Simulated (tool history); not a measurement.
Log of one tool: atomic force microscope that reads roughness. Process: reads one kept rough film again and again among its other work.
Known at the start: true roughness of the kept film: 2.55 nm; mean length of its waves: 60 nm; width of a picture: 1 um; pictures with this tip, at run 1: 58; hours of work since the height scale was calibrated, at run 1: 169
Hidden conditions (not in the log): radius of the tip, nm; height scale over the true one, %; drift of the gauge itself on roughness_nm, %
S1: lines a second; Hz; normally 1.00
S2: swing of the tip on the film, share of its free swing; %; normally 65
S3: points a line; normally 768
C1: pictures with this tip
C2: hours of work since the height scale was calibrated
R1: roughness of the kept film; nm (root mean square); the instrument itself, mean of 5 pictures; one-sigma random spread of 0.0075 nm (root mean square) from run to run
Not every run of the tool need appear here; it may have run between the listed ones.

run 1 hour=0.0 | S1=1.00 S2=65 S3=768 | C1=58 C2=169 | R1=2.377
run 2 hour=16.3 | S1=1.00 S2=65 S3=768 | C1=71 C2=176 | R1=2.360
run 3 hour=37.3 | S1=1.00 S2=65 S3=768 | C1=87 C2=185 | R1=2.350
run 4 hour=72.7 | S1=1.00 S2=65 S3=768 | C1=115 C2=201 | R1=2.339
run 5 hour=95.3 | S1=1.00 S2=65 S3=271 | C1=132 C2=210 | R1=2.311
run 6 hour=126.8 | S1=1.00 S2=65 S3=271 | C1=157 C2=224 | R1=2.298
run 7 hour=157.8 | S1=1.00 S2=65 S3=271 | C1=181 C2=237 | R1=2.294
-- hour=183.5 new tip fitted
run 8 hour=184.1 | S1=1.00 S2=65 S3=271 | C1=0 C2=248 | R1=2.385
run 9 hour=204.5 | S1=1.00 S2=65 S3=889 | C1=16 C2=257 | R1=2.383
run 10 hour=239.8 | S1=1.00 S2=65 S3=889 | C1=44 C2=272 | R1=2.371
run 11 hour=255.1 | S1=1.00 S2=65 S3=768 | C1=56 C2=279 | R1=2.370
run 12 hour=286.4 | S1=1.00 S2=65 S3=768 | C1=80 C2=293 | R1=2.364
run 13 hour=313.4 | S1=1.00 S2=65 S3=768 | C1=101 C2=304 | R1=2.349
run 14 hour=345.9 | S1=1.00 S2=65 S3=768 | C1=127 C2=318 | R1=2.318
run 15 hour=375.2 | S1=1.00 S2=65 S3=768 | C1=150 C2=331 | R1=2.324
run 16 hour=391.9 | S1=1.00 S2=65 S3=768 | C1=163 C2=338 | R1=2.307
run 17 hour=423.6 | S1=1.00 S2=65 S3=768 | C1=187 C2=352 | R1=2.304
-- hour=441.2 new tip fitted
run 18 hour=460.1 | S1=1.00 S2=65 S3=768 | C1=15 C2=367 | R1=2.394
run 19 hour=490.9 | S1=1.00 S2=65 S3=768 | C1=39 C2=381 | R1=2.388
run 20 hour=514.0 | S1=1.00 S2=65 S3=611 | C1=57 C2=391 | R1=2.369
run 21 hour=528.9 | S1=1.00 S2=65 S3=611 | C1=68 C2=397 | R1=2.384
run 22 hour=562.2 | S1=1.00 S2=65 S3=611 | C1=94 C2=411 | R1=2.362
run 23 hour=591.2 | S1=1.00 S2=65 S3=611 | C1=117 C2=424 | R1=2.342
run 24 hour=609.7 | S1=1.00 S2=65 S3=611 | C1=131 C2=432 | R1=2.333
run 25 hour=625.1 | S1=1.00 S2=65 S3=852 | C1=143 C2=438 | R1=2.327
run 26 hour=660.2 | S1=1.00 S2=65 S3=852 | C1=171 C2=454 | R1=2.315
run 27 hour=688.8 | S1=1.00 S2=65 S3=852 | C1=193 C2=466 | R1=2.296
-- hour=701.0 new tip fitted
run 28 hour=721.9 | S1=0.64 S2=65 S3=768 | C1=17 C2=480 | R1=2.440
run 29 hour=743.0 | S1=2.16 S2=65 S3=422 | C1=33 C2=489 | R1=2.293
run 30 hour=774.4 | S1=0.51 S2=66 S3=281 | C1=58 C2=503 | R1=2.424
-- hour=777.2 height scale calibrated on a step standard
run 31 hour=797.2 | S1=1.00 S2=65 S3=279 | C1=75 C2=9 | R1=2.360
run 32 hour=816.2 | S1=1.00 S2=65 S3=279 | C1=90 C2=17 | R1=2.363
-- hour=830.5 height scale calibrated on a step standard, once more
run 33 hour=848.1 | S1=1.00 S2=65 S3=279 | C1=114 C2=8 | R1=2.316
run 34 hour=874.6 | S1=1.00 S2=65 S3=279 | C1=134 C2=19 | R1=2.301
run 35 hour=898.7 | S1=1.00 S2=65 S3=279 | C1=153 C2=29 | R1=2.298
run 36 hour=931.8 | S1=1.00 S2=65 S3=279 | C1=179 C2=44 | R1=2.300
run 37 hour=957.2 | S1=1.00 S2=55 S3=768 | C1=199 C2=55 | R1=2.326
-- hour=962.1 new tip fitted
run 38 hour=992.2 | S1=0.82 S2=58 S3=889 | C1=24 C2=70 | R1=2.427

The next listed run, before its measurement:
run 39 hour=1015.2 | S1=0.82 S2=58 S3=889 | C1=42 C2=79 | R1=?

R1: 2.410 nm (root mean square)
Minus the tool's unlogged condition, the same run would have read R1 2.433 nm (root mean square).
